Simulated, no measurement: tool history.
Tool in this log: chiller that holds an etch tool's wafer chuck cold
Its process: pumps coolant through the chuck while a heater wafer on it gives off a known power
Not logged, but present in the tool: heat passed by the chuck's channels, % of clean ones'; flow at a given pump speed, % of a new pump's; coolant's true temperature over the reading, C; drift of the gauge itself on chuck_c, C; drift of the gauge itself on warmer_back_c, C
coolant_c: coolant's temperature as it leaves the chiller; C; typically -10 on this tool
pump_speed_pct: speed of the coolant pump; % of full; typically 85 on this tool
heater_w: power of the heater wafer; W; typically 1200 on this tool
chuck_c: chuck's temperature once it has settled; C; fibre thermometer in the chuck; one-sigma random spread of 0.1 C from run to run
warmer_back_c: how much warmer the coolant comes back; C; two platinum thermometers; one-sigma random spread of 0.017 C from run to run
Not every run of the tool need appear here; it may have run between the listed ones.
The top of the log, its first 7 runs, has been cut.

run,hour,coolant_c,pump_speed_pct,heater_w,hours since the coolant was changed and the channels were flushed,hours since the pump was overhauled,hours since the chiller's thermometer was calibrated,chuck_c,warmer_back_c
8,359.8,-10,85,1200,3947,906,2844,-0.5,2.42
9,422.9,-10,85,1404,4010,969,2907,1.1,2.83
10,460.9,-10,85,1404,4048,1007,2945,1.1,2.84
11,498.8,-10,85,1404,4086,1045,2983,1.3,2.87
12,554.1,-10,92,1200,4141,1100,3038,-0.9,2.24
# hour 565.1: chiller's thermometer calibrated
13,631,-10,92,1200,4217,1176,66,-1,2.25
14,691.2,-10,92,1200,4278,1236,126,-1.1,2.22
15,734.9,-10,92,1200,4321,1280,170,-1.1,2.23
16,785.4,-15,85,1200,4372,1330,220,-5.5,2.41
17,837.6,-19,85,1200,4424,1382,273,-9.4,2.42
18,883.6,-10,85,630,4470,1428,319,-5,1.3
19,932.2,-11,77,844,4518,1477,367,-3.8,1.85
20,983.1,-17,77,844,4569,1528,418,-10,1.85
21,1020.4,-17,77,844,4607,1565,455,-9.8,1.88
22,1053,-17,77,844,4639,1598,488,-9.8,1.9
23,1107.1,-17,77,844,4693,1652,542,-9.8,1.85
24,1147.1,-17,77,844,4733,1692,582,-9.9,1.89
25,1204.5,-17,77,844,4791,1749,639,-9.7,1.88
26,1251.3,-17,77,844,4838,1796,686,-9.9,1.89
27,1324.7,-17,77,844,4911,1870,760,-9.7,1.86
28,1363,-13,95,1200,4949,1908,798,-4.3,2.15
29,1420.5,-2,89,738,5007,1965,855,3.8,1.43
30,1476.7,-8,85,1200,5063,2022,912,1.6,2.43
31,1515.7,-3,93,1351,5102,2061,951,6.9,2.52

Here are 3 independent what-if runs from the current tool condition. What would each one return?
A,1579.6,-13,85,999,5166,2124,1015,?,?
B,1579.6,-18,84,1351,5166,2124,1015,?,?
C,1579.6,-10,85,715,5166,2124,1015,?,?

run,chuck_c,warmer_back_c
A,-4.9,1.99
B,-7.3,2.77
C,-4.3,1.45
Stripped of hidden state, with their random variation kept, the same runs would have yielded:
run,chuck_c,warmer_back_c
A,-5,1.99
B,-7.3,2.76
C,-4.4,1.45

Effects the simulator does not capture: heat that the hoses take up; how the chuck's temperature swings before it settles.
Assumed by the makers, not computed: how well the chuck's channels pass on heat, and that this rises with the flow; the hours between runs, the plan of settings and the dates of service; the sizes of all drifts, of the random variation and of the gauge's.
